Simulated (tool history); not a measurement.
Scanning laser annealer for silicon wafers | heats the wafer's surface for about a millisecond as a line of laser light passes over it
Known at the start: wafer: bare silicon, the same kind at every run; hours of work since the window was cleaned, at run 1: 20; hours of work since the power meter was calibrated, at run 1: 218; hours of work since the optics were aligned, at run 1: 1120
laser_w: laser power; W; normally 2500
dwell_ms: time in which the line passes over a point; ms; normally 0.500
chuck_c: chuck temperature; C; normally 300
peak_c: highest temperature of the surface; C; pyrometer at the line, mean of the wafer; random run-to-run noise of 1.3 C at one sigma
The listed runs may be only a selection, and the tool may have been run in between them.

| run | hour | laser_w | dwell_ms | chuck_c | hours of work since the window was cleaned | hours of work since the power meter was calibrated | hours of work since the optics were aligned | peak_c |
|---|---|---|---|---|---|---|---|---|
| 1 | 0.0 | 2500 | 0.500 | 300 | 20 | 218 | 1120 | 1137 |
| 2 | 26.0 | 2500 | 0.500 | 272 | 33 | 232 | 1133 | 1108 |
| 3 | 50.4 | 2500 | 0.500 | 272 | 46 | 245 | 1146 | 1107 |
| 4 | 73.6 | 2500 | 0.500 | 300 | 59 | 257 | 1159 | 1139 |
| 5 | 86.4 | 2500 | 0.500 | 300 | 65 | 264 | 1165 | 1133 |
| 6 | 108.2 | 2500 | 0.500 | 300 | 77 | 275 | 1177 | 1131 |
| 7 | 134.6 | 2500 | 0.500 | 300 | 91 | 289 | 1191 | 1134 |
| 8 | 159.8 | 2500 | 0.500 | 300 | 104 | 302 | 1204 | 1133 |
| 9 | 184.3 | 2500 | 0.603 | 300 | 117 | 315 | 1217 | 1211 |
| 10 | 202.0 | 2500 | 0.603 | 300 | 126 | 325 | 1226 | 1209 |
| 11 | 218.6 | 2500 | 0.603 | 276 | 135 | 333 | 1235 | 1186 |
| 12 | 236.9 | 2500 | 0.603 | 276 | 145 | 343 | 1245 | 1186 |
| 13 | 264.3 | 2500 | 0.603 | 276 | 159 | 357 | 1259 | 1186 |
| 14 | 277.0 | 2500 | 0.603 | 276 | 166 | 364 | 1266 | 1185 |
| 15 | 296.1 | 2500 | 0.603 | 276 | 176 | 374 | 1276 | 1184 |
| 16 | 310.7 | 2500 | 0.603 | 284 | 183 | 382 | 1283 | 1192 |
| 17 | 330.4 | 2500 | 0.500 | 327 | 194 | 392 | 1294 | 1158 |
| 18 | 348.9 | 2500 | 0.500 | 327 | 204 | 402 | 1303 | 1157 |
| 19 | 375.7 | 2290 | 0.500 | 329 | 218 | 416 | 1318 | 1089 |
| 20 | 393.6 | 2290 | 0.500 | 329 | 227 | 425 | 1327 | 1090 |
| 21 | 420.5 | 2718 | 0.435 | 334 | 241 | 440 | 1341 | 1177 |
| 22 | 446.5 | 2339 | 0.603 | 320 | 255 | 453 | 1355 | 1166 |
| 23 | 467.4 | 2339 | 0.603 | 320 | 266 | 464 | 1366 | 1167 |
|  | 474.4 | optics aligned, line set to its width |
| 24 | 484.7 | 2339 | 0.441 | 295 | 272 | 471 | 5 | 1023 |
| 25 | 496.7 | 2651 | 0.450 | 272 | 279 | 477 | 12 | 1103 |
| 26 | 515.9 | 2500 | 0.492 | 336 | 289 | 487 | 22 | 1151 |
| 27 | 540.8 | 2500 | 0.492 | 336 | 302 | 500 | 35 | 1151 |
| 28 | 556.4 | 2500 | 0.492 | 336 | 310 | 508 | 43 | 1151 |
| 29 | 578.9 | 2421 | 0.499 | 305 | 322 | 520 | 55 | 1099 |
|  | 603.8 | optics aligned, line set to its width, once more |
| 30 | 608.0 | 2421 | 0.499 | 305 | 335 | 533 | 2 | 1116 |
| 31 | 627.0 | 2662 | 0.500 | 306 | 345 | 543 | 12 | 1200 |
| 32 | 647.2 | 2500 | 0.495 | 264 | 355 | 554 | 23 | 1095 |
| 33 | 663.8 | 2500 | 0.500 | 297 | 364 | 562 | 32 | 1135 |
| 34 | 678.1 | 2565 | 0.356 | 297 | 372 | 570 | 39 | 1030 |

Some steps in peak_c, run to run, broken into two amounts with sign: the step expected even without the hidden condition (settings, incoming material, random variation), and the rest, left for the hidden condition together with whatever gauge scatter is not in both the measured and the hidden-condition-free result:
Hidden state at play: light that passes the window, % of a clean one's; laser's true power over the reading, %; width of the line over the set one, %; drift of the gauge itself on peak_c, C.
Run 23 -> 24: dwell_ms 0.603 -> 0.441, chuck_c 320 -> 295, optics aligned, line set to its width. peak_c -144 C: hidden state -3, all else -141.
Run 24 -> 25: laser_w 2339 -> 2651, dwell_ms 0.441 -> 0.450, chuck_c 295 -> 272. peak_c +80 C: hidden state -3, all else +83.
Run 29 -> 30: optics aligned, line set to its width, once more. peak_c +17 C: hidden state +18, all else -1.
Run 31 -> 32: laser_w 2662 -> 2500, dwell_ms 0.500 -> 0.495, chuck_c 306 -> 264. peak_c -105 C: hidden state +0, all else -105.
Run 33 -> 34: laser_w 2500 -> 2565, dwell_ms 0.500 -> 0.356. peak_c -105 C: hidden state +0, all else -105.
